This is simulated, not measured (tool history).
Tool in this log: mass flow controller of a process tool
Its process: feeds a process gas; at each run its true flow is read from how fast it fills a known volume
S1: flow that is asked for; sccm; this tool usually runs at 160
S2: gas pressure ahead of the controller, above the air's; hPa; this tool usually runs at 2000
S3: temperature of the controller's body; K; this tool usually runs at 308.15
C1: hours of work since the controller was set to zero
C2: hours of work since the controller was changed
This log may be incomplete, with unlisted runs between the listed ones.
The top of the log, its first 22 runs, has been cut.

{"run": 23, "hour": 4687.2, "S1": 75, "S2": 1780, "S3": 306.15, "C1": 795, "C2": 5703, "true flow (%)": 100.94}
{"run": 24, "hour": 4870.5, "S1": 75, "S2": 1780, "S3": 306.15, "C1": 893, "C2": 5801, "true flow (%)": 101.05}
{"run": 25, "hour": 5078.7, "S1": 166, "S2": 1840, "S3": 306.15, "C1": 1004, "C2": 5912, "true flow (%)": 101.76}
{"run": 26, "hour": 5303.0, "S1": 160, "S2": 2330, "S3": 308.15, "C1": 1124, "C2": 6032, "true flow (%)": 101.3}
{"run": 27, "hour": 5522.7, "S1": 160, "S2": 1820, "S3": 304.15, "C1": 1241, "C2": 6149, "true flow (%)": 101.87}
{"run": 28, "hour": 5798.2, "S1": 148, "S2": 2400, "S3": 305.15, "C1": 1388, "C2": 6296, "true flow (%)": 101.53}
{"run": 29, "hour": 5935.0, "S1": 166, "S2": 2760, "S3": 309.15, "C1": 1461, "C2": 6369, "true flow (%)": 101.27}
{"run": 30, "hour": 6180.9, "S1": 75, "S2": 1490, "S3": 310.15, "C1": 1592, "C2": 6500, "true flow (%)": 101.68}
{"run": 31, "hour": 6336.2, "S1": 75, "S2": 1490, "S3": 310.15, "C1": 1675, "C2": 6583, "true flow (%)": 101.76}
{"run": 32, "hour": 6461.6, "S1": 75, "S2": 1490, "S3": 310.15, "C1": 1741, "C2": 6650, "true flow (%)": 101.79}
{"run": 33, "hour": 6662.7, "S1": 75, "S2": 1490, "S3": 310.15, "C1": 1849, "C2": 6757, "true flow (%)": 102.0}
{"run": 34, "hour": 6894.9, "S1": 75, "S2": 1490, "S3": 310.15, "C1": 1972, "C2": 6881, "true flow (%)": 102.03}
{"run": 35, "hour": 7154.0, "S1": 36, "S2": 1490, "S3": 304.15, "C1": 2111, "C2": 7019, "true flow (%)": 103.35}
{"run": 36, "hour": 7289.8, "S1": 23, "S2": 2000, "S3": 308.15, "C1": 2183, "C2": 7091, "true flow (%)": 104.68}
{"run": 37, "hour": 7570.6, "S1": 60, "S2": 2000, "S3": 294.15, "C1": 2333, "C2": 7241, "true flow (%)": 102.85}
{"run": 38, "hour": 7747.2, "S1": 60, "S2": 2600, "S3": 306.15, "C1": 2427, "C2": 7335, "true flow (%)": 102.1}

Each row is a separate what-if for the run after 38, all from the same tool condition, not one after another. Results?
{"run": "A", "hour": 7967.9, "S1": 29, "S2": 2000, "S3": 311.15, "C1": 2544, "C2": 7453, "true flow (%)": "?"}
{"run": "B", "hour": 7967.9, "S1": 43, "S2": 1680, "S3": 301.15, "C1": 2544, "C2": 7453, "true flow (%)": "?"}
{"run": "C", "hour": 7967.9, "S1": 160, "S2": 2000, "S3": 295.15, "C1": 2544, "C2": 7453, "true flow (%)": "?"}

run=A true_flow_(%)=104.41
run=B true_flow_(%)=103.62
run=C true_flow_(%)=102.72
Stripped of hidden state, with their random variation kept, the same runs would have yielded:
run=A true_flow_(%)=97.75
run=B true_flow_(%)=98.37
run=C true_flow_(%)=99.62
